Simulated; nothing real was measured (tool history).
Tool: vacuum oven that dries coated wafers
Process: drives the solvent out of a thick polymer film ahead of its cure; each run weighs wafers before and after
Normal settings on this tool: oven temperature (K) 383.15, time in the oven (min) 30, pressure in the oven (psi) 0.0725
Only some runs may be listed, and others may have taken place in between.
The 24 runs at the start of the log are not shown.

run      day  oven temperature (K)  time in the oven (min)  pressure in the oven (psi)  hours of work since the thermocouples were calibrated  hours of work since the vacuum gauge was cleaned of residue  solvent left in the film (%)
 25   74.529                389.15                      26                      0.1062                                                    552                                                          229                          1.24
 26   78.492                389.15                      26                      0.1062                                                    623                                                          300                          1.26
 27   80.646                372.15                      16                      0.0725                                                    661                                                          339                          6.38
 28   83.283                383.15                      41                      0.0744                                                    708                                                          386                          0.75
 29    86.35                382.15                      29                      0.0453                                                    764                                                          441                          1.69
 30   90.112                382.15                      29                      0.0453                                                    831                                                          508                          1.63
 31   93.879                384.15                      51                      0.0557                                                    899                                                          576                          0.38
 32   95.667                384.15                      51                      0.0557                                                    931                                                          608                          0.43
 33   98.154                384.15                      51                      0.0557                                                    975                                                          653                          0.34
 34  101.342                397.15                      17                      0.1266                                                   1032                                                          710                          1.41
 35  103.838                376.15                      41                      0.0393                                                   1077                                                          755                          1.31
 36  106.533                376.15                      24                      0.0393                                                   1126                                                          803                          3.41
 37  110.504                383.15                      18                      0.2521                                                   1197                                                          874                          3.65
 38  112.575                383.15                      18                      0.2521                                                   1234                                                          911                          3.66
 39  116.312                380.15                      19                      0.0615                                                   1301                                                          978                          3.66

Consider 3 possible next runs. They are alternatives, not a sequence: every one starts from the tool as it was left by run 39. What does each give?
  A  118.5                389.15                      18                      0.0725                                                   1340                                                         1018                             ?
  B  118.5                383.15                      30                      0.2645                                                   1340                                                         1018                             ?
  C  118.5                383.15                      30                      0.1407                                                   1340                                                         1018                             ?

run  solvent left in the film (%)
  A                          2.19
  B                          1.74
  C                           1.5
Stripped of hidden state, with their random variation kept, the same runs would have yielded:
run  solvent left in the film (%)
  A                          2.55
  B                          2.04
  C                          1.79

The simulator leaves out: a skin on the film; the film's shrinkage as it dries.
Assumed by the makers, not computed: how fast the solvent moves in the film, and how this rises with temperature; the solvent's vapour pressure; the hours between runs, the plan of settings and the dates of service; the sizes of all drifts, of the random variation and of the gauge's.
